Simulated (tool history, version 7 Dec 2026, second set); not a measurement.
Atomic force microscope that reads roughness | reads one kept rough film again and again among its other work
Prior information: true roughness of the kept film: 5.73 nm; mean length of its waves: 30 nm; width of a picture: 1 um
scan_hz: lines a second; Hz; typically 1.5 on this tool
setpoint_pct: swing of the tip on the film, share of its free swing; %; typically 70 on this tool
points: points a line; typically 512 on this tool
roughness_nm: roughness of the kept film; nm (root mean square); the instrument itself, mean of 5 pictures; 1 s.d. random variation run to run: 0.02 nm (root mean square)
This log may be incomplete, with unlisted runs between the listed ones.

run	hour	scan_hz	setpoint_pct	points	roughness_nm
1	0	1.5	70	512	4.656
2	10.4	1.5	70	512	4.569
3	20.2	1.5	70	512	4.398
4	27.4	3.14	70	512	4.189
5	42.1	3.14	70	325	4.045
6	59.9	3.14	70	325	3.886
7	74.2	3.14	70	325	3.738
8	85.3	0.74	70	512	3.798
9	102.4	0.74	70	512	3.695
10	112.5	0.74	70	512	3.595
11	125	0.74	70	512	3.501
# hour 132.4: new tip fitted
12	141.6	0.74	70	512	4.819
13	153.3	1.5	70	512	4.585
14	161.9	1.5	70	512	4.485
15	170.2	1.5	70	717	4.363
16	187.6	1.5	70	512	4.186
17	195.6	1.5	68	512	4.049
18	203.8	1.5	68	512	3.997
19	216.7	1.5	82	512	3.751
20	233.5	1.5	82	512	3.647
21	244.4	1.5	82	512	3.565

The next listed run, before its measurement:
22	252.8	1.5	82	512	?

roughness_nm: 3.509 nm (root mean square)
The same run, on a tool lacking any hidden state, would have yielded roughness_nm 4.832 nm (root mean square).

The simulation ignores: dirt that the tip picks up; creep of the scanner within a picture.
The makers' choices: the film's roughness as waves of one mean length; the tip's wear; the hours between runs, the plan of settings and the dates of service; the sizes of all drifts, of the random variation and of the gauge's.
